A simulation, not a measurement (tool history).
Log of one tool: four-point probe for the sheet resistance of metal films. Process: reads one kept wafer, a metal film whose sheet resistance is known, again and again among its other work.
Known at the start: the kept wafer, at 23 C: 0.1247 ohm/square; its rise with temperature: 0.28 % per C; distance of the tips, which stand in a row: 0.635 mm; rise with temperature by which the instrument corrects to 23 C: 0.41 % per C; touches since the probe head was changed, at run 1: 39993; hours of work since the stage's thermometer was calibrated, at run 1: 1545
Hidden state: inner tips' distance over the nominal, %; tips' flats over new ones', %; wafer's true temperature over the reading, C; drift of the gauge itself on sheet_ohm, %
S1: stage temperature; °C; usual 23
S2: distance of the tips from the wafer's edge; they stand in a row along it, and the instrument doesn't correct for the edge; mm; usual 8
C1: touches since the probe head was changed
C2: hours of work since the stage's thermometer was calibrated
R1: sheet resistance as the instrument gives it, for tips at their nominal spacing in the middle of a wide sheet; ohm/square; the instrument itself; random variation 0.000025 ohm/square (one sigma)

run 1 hour=0.0 | S1=23 S2=8 | C1=39993 C2=1545 | R1=0.125155
run 2 hour=19.6 | S1=23 S2=8 | C1=40833 C2=1559 | R1=0.125095
run 3 hour=35.3 | S1=23 S2=8 | C1=41507 C2=1569 | R1=0.125134
run 4 hour=54.8 | S1=23 S2=7 | C1=42343 C2=1583 | R1=0.125239
run 5 hour=67.5 | S1=23 S2=5 | C1=42887 C2=1591 | R1=0.125734
run 6 hour=78.3 | S1=23 S2=5 | C1=43351 C2=1599 | R1=0.125752
run 7 hour=94.5 | S1=23 S2=5 | C1=44046 C2=1610 | R1=0.125754
run 8 hour=109.0 | S1=23 S2=23 | C1=44669 C2=1620 | R1=0.124751
run 9 hour=119.9 | S1=23 S2=23 | C1=45138 C2=1627 | R1=0.124756
run 10 hour=130.1 | S1=23 S2=23 | C1=45575 C2=1634 | R1=0.124735
run 11 hour=145.3 | S1=23 S2=6 | C1=46229 C2=1645 | R1=0.125447
run 12 hour=163.7 | S1=23 S2=6 | C1=47016 C2=1657 | R1=0.125496
run 13 hour=184.0 | S1=23 S2=24 | C1=47885 C2=1671 | R1=0.124740
run 14 hour=194.4 | S1=23 S2=6 | C1=48331 C2=1678 | R1=0.125395
run 15 hour=209.6 | S1=23 S2=8 | C1=48985 C2=1689 | R1=0.125132
run 16 hour=228.3 | S1=23 S2=20 | C1=49787 C2=1701 | R1=0.124741
run 17 hour=243.5 | S1=23 S2=20 | C1=50438 C2=1712 | R1=0.124813
run 18 hour=262.7 | S1=22 S2=8 | C1=51265 C2=1725 | R1=0.125286
run 19 hour=286.1 | S1=23 S2=8 | C1=52268 C2=1741 | R1=0.125101
run 20 hour=309.9 | S1=23 S2=7 | C1=53287 C2=1757 | R1=0.125276
run 21 hour=322.9 | S1=23 S2=70 | C1=53845 C2=1766 | R1=0.124692
run 22 hour=337.0 | S1=23 S2=8 | C1=54450 C2=1776 | R1=0.125074
run 23 hour=352.1 | S1=23 S2=8 | C1=55099 C2=1786 | R1=0.125121
run 24 hour=366.5 | S1=24 S2=19 | C1=55715 C2=1796 | R1=0.124586
run 25 hour=391.8 | S1=32 S2=42 | C1=56803 C2=1813 | R1=0.123237
run 26 hour=414.8 | S1=29 S2=8 | C1=57790 C2=1829 | R1=0.124129
run 27 hour=425.2 | S1=19 S2=24 | C1=58235 C2=1836 | R1=0.125471
run 28 hour=437.4 | S1=19 S2=24 | C1=58757 C2=1845 | R1=0.125395
run 29 hour=457.9 | S1=25 S2=7 | C1=59638 C2=1859 | R1=0.124889
run 30 hour=475.9 | S1=35 S2=4 | C1=60409 C2=1871 | R1=0.124404
run 31 hour=497.7 | S1=19 S2=13 | C1=61345 C2=1886 | R1=0.125526
run 32 hour=518.7 | S1=29 S2=23 | C1=62246 C2=1900 | R1=0.123713
run 33 hour=530.0 | S1=29 S2=35 | C1=62731 C2=1908 | R1=0.123738
run 34 hour=553.7 | S1=29 S2=25 | C1=63747 C2=1924 | R1=0.123725
run 35 hour=564.9 | S1=29 S2=4 | C1=64229 C2=1932 | R1=0.125387
run 36 hour=580.3 | S1=23 S2=25 | C1=64888 C2=1942 | R1=0.124705
run 37 hour=597.8 | S1=32 S2=13 | C1=65641 C2=1954 | R1=0.123407
run 38 hour=618.1 | S1=32 S2=13 | C1=66514 C2=1968 | R1=0.123397
run 39 hour=637.0 | S1=35 S2=34 | C1=67323 C2=1981 | R1=0.122815
run 40 hour=647.4 | S1=20 S2=10 | C1=67769 C2=1988 | R1=0.125468
run 41 hour=670.9 | S1=20 S2=10 | C1=68775 C2=2004 | R1=0.125514
run 42 hour=691.9 | S1=21 S2=21 | C1=69679 C2=2019 | R1=0.125062
run 43 hour=712.8 | S1=25 S2=9 | C1=70574 C2=2033 | R1=0.124686
run 44 hour=724.9 | S1=26 S2=16 | C1=71094 C2=2041 | R1=0.124340

4 ways to go on from here, each from the tool as it stands after run 44. What would each give?
run A hour=748.4 | S1=26 S2=23 | C1=72104 C2=2058 | R1=?
run B hour=748.4 | S1=18 S2=4 | C1=72104 C2=2058 | R1=?
run C hour=748.4 | S1=35 S2=26 | C1=72104 C2=2058 | R1=?
run D hour=748.4 | S1=24 S2=12 | C1=72104 C2=2058 | R1=?

run=A R1=0.124240
run=B R1=0.127258
run=C R1=0.122817
run=D R1=0.124744
Without the tool's hidden state the same runs would have given:
run=A R1=0.124243
run=B R1=0.127261
run=C R1=0.122820
run=D R1=0.124748
